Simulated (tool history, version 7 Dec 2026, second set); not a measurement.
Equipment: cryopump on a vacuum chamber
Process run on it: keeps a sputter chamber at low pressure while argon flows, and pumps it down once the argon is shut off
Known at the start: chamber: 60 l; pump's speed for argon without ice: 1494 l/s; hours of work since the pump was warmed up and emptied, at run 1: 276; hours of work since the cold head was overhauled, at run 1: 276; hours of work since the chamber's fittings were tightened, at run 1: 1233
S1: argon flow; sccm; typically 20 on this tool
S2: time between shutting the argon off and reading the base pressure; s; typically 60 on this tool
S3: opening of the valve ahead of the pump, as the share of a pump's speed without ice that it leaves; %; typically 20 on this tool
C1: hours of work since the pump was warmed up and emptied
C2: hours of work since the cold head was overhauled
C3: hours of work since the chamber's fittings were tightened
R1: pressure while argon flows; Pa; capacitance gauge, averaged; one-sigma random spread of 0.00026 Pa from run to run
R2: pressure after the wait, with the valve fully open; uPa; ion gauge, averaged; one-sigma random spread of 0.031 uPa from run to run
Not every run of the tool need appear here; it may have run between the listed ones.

run 1 hour=0 | S1=20 S2=60 S3=20 | C1=276 C2=276 C3=1233 | R1=0.1144 R2=2.14
run 2 hour=26.7 | S1=20 S2=60 S3=20 | C1=299 C2=299 C3=1255 | R1=0.1142 R2=2.08
run 3 hour=41.4 | S1=20 S2=60 S3=20 | C1=312 C2=312 C3=1268 | R1=0.1146 R2=2.14
run 4 hour=67.5 | S1=20 S2=60 S3=20 | C1=334 C2=334 C3=1290 | R1=0.1149 R2=2.1
run 5 hour=88.4 | S1=20 S2=60 S3=20 | C1=352 C2=352 C3=1308 | R1=0.1148 R2=2.17
run 6 hour=100.6 | S1=20 S2=60 S3=20 | C1=362 C2=362 C3=1318 | R1=0.1146 R2=2.14
run 7 hour=127.7 | S1=20 S2=60 S3=20 | C1=385 C2=385 C3=1341 | R1=0.1147 R2=2.18
run 8 hour=144.1 | S1=13 S2=60 S3=20 | C1=399 C2=399 C3=1355 | R1=0.0752 R2=2.2
run 9 hour=169.7 | S1=13 S2=60 S3=20 | C1=421 C2=421 C3=1377 | R1=0.075 R2=2.2
run 10 hour=196.9 | S1=13 S2=60 S3=20 | C1=444 C2=444 C3=1400 | R1=0.0747 R2=2.18
run 11 hour=210 | S1=13 S2=60 S3=20 | C1=455 C2=455 C3=1411 | R1=0.0745 R2=2.18
run 12 hour=228.8 | S1=13 S2=60 S3=20 | C1=471 C2=471 C3=1427 | R1=0.0747 R2=2.23
run 13 hour=257.8 | S1=13 S2=60 S3=20 | C1=495 C2=495 C3=1452 | R1=0.0748 R2=2.29
run 14 hour=276.1 | S1=20 S2=60 S3=37 | C1=511 C2=511 C3=1467 | R1=0.0631 R2=2.23
run 15 hour=298.1 | S1=20 S2=60 S3=37 | C1=530 C2=530 C3=1486 | R1=0.063 R2=2.29
run 16 hour=310.9 | S1=22 S2=60 S3=20 | C1=541 C2=541 C3=1497 | R1=0.1271 R2=2.23
run 17 hour=328 | S1=22 S2=60 S3=20 | C1=555 C2=555 C3=1511 | R1=0.1269 R2=2.26
run 18 hour=342.9 | S1=17 S2=60 S3=20 | C1=568 C2=568 C3=1524 | R1=0.0978 R2=2.26
run 19 hour=357.5 | S1=8 S2=99 S3=20 | C1=580 C2=580 C3=1536 | R1=0.046 R2=1.75
run 20 hour=386.8 | S1=8 S2=99 S3=20 | C1=605 C2=605 C3=1561 | R1=0.046 R2=1.8
run 21 hour=410.1 | S1=22 S2=99 S3=15 | C1=625 C2=625 C3=1581 | R1=0.169 R2=1.78
run 22 hour=424.3 | S1=18 S2=149 S3=39 | C1=637 C2=637 C3=1593 | R1=0.0548 R2=1.47
run 23 hour=450.9 | S1=20 S2=29 S3=20 | C1=659 C2=659 C3=1616 | R1=0.1155 R2=3.73
run 24 hour=466.4 | S1=20 S2=29 S3=20 | C1=673 C2=673 C3=1629 | R1=0.1158 R2=3.77
run 25 hour=493.9 | S1=20 S2=29 S3=20 | C1=696 C2=696 C3=1652 | R1=0.116 R2=3.85
run 26 hour=506.4 | S1=20 S2=70 S3=60 | C1=707 C2=707 C3=1663 | R1=0.0408 R2=2.19
run 27 hour=520.6 | S1=20 S2=70 S3=60 | C1=719 C2=719 C3=1675 | R1=0.0407 R2=2.13
run 28 hour=540.4 | S1=25 S2=76 S3=29 | C1=735 C2=735 C3=1692 | R1=0.1016 R2=2.07
run 29 hour=561.1 | S1=25 S2=76 S3=29 | C1=753 C2=753 C3=1709 | R1=0.1015 R2=2.07
run 30 hour=582 | S1=8 S2=204 S3=38 | C1=771 C2=771 C3=1727 | R1=0.0251 R2=1.37
run 31 hour=599.5 | S1=8 S2=204 S3=38 | C1=786 C2=786 C3=1742 | R1=0.025 R2=1.41
run 32 hour=627.9 | S1=8 S2=204 S3=38 | C1=810 C2=810 C3=1766 | R1=0.0254 R2=1.47
run 33 hour=650 | S1=29 S2=192 S3=20 | C1=829 C2=829 C3=1785 | R1=0.1686 R2=1.47

Here are 4 independent what-if runs from the current tool condition. What would each one return?
run A hour=668.4 | S1=12 S2=60 S3=38 | C1=844 C2=844 C3=1800 | R1=? R2=?
run B hour=668.4 | S1=12 S2=60 S3=20 | C1=844 C2=844 C3=1800 | R1=? R2=?
run C hour=668.4 | S1=19 S2=66 S3=59 | C1=844 C2=844 C3=1800 | R1=? R2=?
run D hour=668.4 | S1=8 S2=34 S3=20 | C1=844 C2=844 C3=1800 | R1=? R2=?

run=A R1=0.0379 R2=2.43
run=B R1=0.07 R2=2.39
run=C R1=0.0404 R2=2.26
run=D R1=0.0467 R2=3.43
Stripped of hidden state, with their random variation kept, the same runs would have yielded:
run=A R1=0.0357 R2=1.6
run=B R1=0.0679 R2=1.56
run=C R1=0.037 R2=1.42
run=D R1=0.0452 R2=2.59
